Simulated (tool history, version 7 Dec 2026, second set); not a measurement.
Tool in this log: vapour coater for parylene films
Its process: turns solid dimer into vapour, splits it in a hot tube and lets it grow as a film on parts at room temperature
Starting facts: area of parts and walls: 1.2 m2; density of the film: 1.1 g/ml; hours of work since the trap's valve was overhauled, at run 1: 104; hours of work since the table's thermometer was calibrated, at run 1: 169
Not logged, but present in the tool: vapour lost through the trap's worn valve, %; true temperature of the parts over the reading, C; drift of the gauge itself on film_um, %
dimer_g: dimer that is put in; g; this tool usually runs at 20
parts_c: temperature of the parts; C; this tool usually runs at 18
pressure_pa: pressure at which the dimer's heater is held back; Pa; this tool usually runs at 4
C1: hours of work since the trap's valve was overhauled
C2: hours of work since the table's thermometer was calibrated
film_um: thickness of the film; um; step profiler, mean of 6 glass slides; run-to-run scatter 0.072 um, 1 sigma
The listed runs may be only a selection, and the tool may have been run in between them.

{"run": 1, "day": 0.0, "dimer_g": 20, "parts_c": 18, "pressure_pa": 4, "C1": 104, "C2": 169, "film_um": 11.15}
{"run": 2, "day": 0.383, "dimer_g": 20, "parts_c": 18, "pressure_pa": 4, "C1": 110, "C2": 174, "film_um": 11.17}
{"run": 3, "day": 0.896, "dimer_g": 20, "parts_c": 18, "pressure_pa": 4, "C1": 118, "C2": 182, "film_um": 11.23}
{"run": 4, "day": 1.496, "dimer_g": 20, "parts_c": 18, "pressure_pa": 11.02, "C1": 127, "C2": 191, "film_um": 9.89}
{"run": 5, "day": 1.804, "dimer_g": 8, "parts_c": 18, "pressure_pa": 4, "C1": 131, "C2": 196, "film_um": 4.43}
{"run": 6, "day": 2.221, "dimer_g": 20, "parts_c": 18, "pressure_pa": 4, "C1": 137, "C2": 202, "film_um": 11.01}
{"run": 7, "day": 2.517, "dimer_g": 20, "parts_c": 18, "pressure_pa": 4, "C1": 142, "C2": 207, "film_um": 11.13}
{"run": 8, "day": 2.838, "dimer_g": 20, "parts_c": 18, "pressure_pa": 4, "C1": 147, "C2": 211, "film_um": 11.13}
{"run": 9, "day": 3.454, "dimer_g": 20, "parts_c": 18, "pressure_pa": 4, "C1": 156, "C2": 221, "film_um": 10.96}
{"run": 10, "day": 3.925, "dimer_g": 16, "parts_c": 26, "pressure_pa": 8, "C1": 163, "C2": 228, "film_um": 5.54}
{"run": 11, "day": 4.317, "dimer_g": 17, "parts_c": 24, "pressure_pa": 4.18, "C1": 169, "C2": 234, "film_um": 6.93}
{"run": 12, "day": 4.825, "dimer_g": 10, "parts_c": 21, "pressure_pa": 4, "C1": 177, "C2": 241, "film_um": 4.75}
{"run": 13, "day": 5.125, "dimer_g": 16, "parts_c": 24, "pressure_pa": 3.09, "C1": 181, "C2": 246, "film_um": 6.66}
{"run": 14, "day": 5.754, "dimer_g": 9, "parts_c": 27, "pressure_pa": 2.28, "C1": 191, "C2": 255, "film_um": 3.38}
{"run": 15, "day": 6.092, "dimer_g": 9, "parts_c": 27, "pressure_pa": 2.28, "C1": 196, "C2": 261, "film_um": 3.35}
{"run": 16, "day": 6.483, "dimer_g": 20, "parts_c": 13, "pressure_pa": 2.17, "C1": 202, "C2": 267, "film_um": 14.69}

Had the tool no unlogged condition, and each run kept its random variation, what would the results have been?
run=1 film_um=11.33
run=2 film_um=11.36
run=3 film_um=11.43
run=4 film_um=10.07
run=5 film_um=4.51
run=6 film_um=11.22
run=7 film_um=11.35
run=8 film_um=11.36
run=9 film_um=11.19
run=10 film_um=5.66
run=11 film_um=7.08
run=12 film_um=4.86
run=13 film_um=6.82
run=14 film_um=3.46
run=15 film_um=3.43
run=16 film_um=14.89
